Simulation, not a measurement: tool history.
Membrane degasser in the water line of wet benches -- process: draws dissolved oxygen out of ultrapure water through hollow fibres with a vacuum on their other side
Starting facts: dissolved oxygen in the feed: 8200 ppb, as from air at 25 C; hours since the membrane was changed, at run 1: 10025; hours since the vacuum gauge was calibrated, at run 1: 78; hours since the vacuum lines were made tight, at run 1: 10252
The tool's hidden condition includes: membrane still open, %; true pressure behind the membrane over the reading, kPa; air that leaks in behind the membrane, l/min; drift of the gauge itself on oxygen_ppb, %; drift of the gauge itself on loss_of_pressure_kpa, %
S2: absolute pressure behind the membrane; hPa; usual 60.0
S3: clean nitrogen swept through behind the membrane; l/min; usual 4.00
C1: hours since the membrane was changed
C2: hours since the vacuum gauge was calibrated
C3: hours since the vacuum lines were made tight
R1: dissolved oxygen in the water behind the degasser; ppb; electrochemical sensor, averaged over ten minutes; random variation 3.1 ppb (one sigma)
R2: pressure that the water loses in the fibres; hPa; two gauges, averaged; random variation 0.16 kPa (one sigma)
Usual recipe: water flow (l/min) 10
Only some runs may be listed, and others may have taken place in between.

Run 1, hour 0.0: usual settings; C1 10025; C2 78; C3 10252. Result: R1 306.8 ppb, R2 498.1 hPa.
Run 2, hour 140.4: usual settings but S3 10.80 l/min; C1 10166; C2 219; C3 10393. Result: R1 305.4 ppb, R2 498.7 hPa.
Run 3, hour 360.8: usual settings; C1 10386; C2 439; C3 10613. Result: R1 313.7 ppb, R2 496.4 hPa.
Run 4, hour 561.5: usual settings; C1 10587; C2 640; C3 10814. Result: R1 311.5 ppb, R2 497.8 hPa.
Run 5, hour 726.6: usual settings; C1 10752; C2 805; C3 10979. Result: R1 311.3 ppb, R2 498.5 hPa.
Run 6, hour 936.0: usual settings; C1 10961; C2 1014; C3 11188. Result: R1 315.3 ppb, R2 497.7 hPa.
Run 7, hour 1058.1: usual settings; C1 11083; C2 1137; C3 11311. Result: R1 310.5 ppb, R2 497.2 hPa.
At hour 1273.4: seals of the vacuum lines changed.
Run 8, hour 1292.6: usual settings; C1 11316; C2 1369; C3 19. Result: R1 311.4 ppb, R2 497.3 hPa.
Run 9, hour 1532.3: usual settings; C1 11555; C2 1609; C3 259. Result: R1 311.3 ppb, R2 495.9 hPa.
Run 10, hour 1766.5: usual settings; C1 11790; C2 1843; C3 493. Result: R1 315.5 ppb, R2 496.6 hPa.
Run 11, hour 1990.3: usual settings but S2 90.4 hPa; C1 12013; C2 2067; C3 717. Result: R1 325.4 ppb, R2 497.3 hPa.
Run 12, hour 2170.9: usual settings but S2 90.4 hPa; C1 12194; C2 2247; C3 897. Result: R1 327.7 ppb, R2 497.5 hPa.
Run 13, hour 2421.7: usual settings but S2 90.4 hPa; C1 12445; C2 2498; C3 1148. Result: R1 333.6 ppb, R2 496.3 hPa.
Run 14, hour 2666.8: usual settings but S2 90.4 hPa; C1 12690; C2 2743; C3 1393. Result: R1 325.4 ppb, R2 498.4 hPa.
Run 15, hour 2897.4: usual settings; C1 12921; C2 2974; C3 1624. Result: R1 312.1 ppb, R2 497.9 hPa.
Run 16, hour 3039.4: usual settings; C1 13063; C2 3116; C3 1766. Result: R1 311.2 ppb, R2 500.2 hPa.
Run 17, hour 3254.4: usual settings but water flow (l/min) 8, S2 99.0 hPa, S3 2.14 l/min; C1 13278; C2 3331; C3 1981. Result: R1 265.1 ppb, R2 398.4 hPa.
Run 18, hour 3403.0: usual settings but water flow (l/min) 8, S2 99.0 hPa, S3 2.14 l/min; C1 13426; C2 3480; C3 2130. Result: R1 261.0 ppb, R2 397.9 hPa.
Run 19, hour 3616.9: usual settings but water flow (l/min) 7, S2 99.0 hPa, S3 6.86 l/min; C1 13640; C2 3693; C3 2343. Result: R1 175.3 ppb, R2 349.3 hPa.
Run 20, hour 3852.2: usual settings but water flow (l/min) 7, S2 99.0 hPa, S3 6.86 l/min; C1 13875; C2 3929; C3 2579. Result: R1 176.2 ppb, R2 348.8 hPa.
Run 21, hour 3972.5: usual settings but water flow (l/min) 9, S2 71.5 hPa, S3 4.20 l/min; C1 13996; C2 4049; C3 2699. Result: R1 269.9 ppb, R2 448.5 hPa.
Run 22, hour 4115.5: usual settings but S2 44.3 hPa, S3 7.00 l/min; C1 14139; C2 4192; C3 2842. Result: R1 300.6 ppb, R2 498.4 hPa.

Run 23 is up next; what results do you expect?
Run 23, hour 4289.5: usual settings but S2 118.1 hPa, S3 7.00 l/min; C1 14313; C2 4366; C3 3016. Result: R1 ?, R2 ?.

R1: 320.5 ppb
R2: 497.4 hPa
Had the tool carried no hidden state, the very same run would have given R1 319.8 ppb, R2 497.1 hPa.

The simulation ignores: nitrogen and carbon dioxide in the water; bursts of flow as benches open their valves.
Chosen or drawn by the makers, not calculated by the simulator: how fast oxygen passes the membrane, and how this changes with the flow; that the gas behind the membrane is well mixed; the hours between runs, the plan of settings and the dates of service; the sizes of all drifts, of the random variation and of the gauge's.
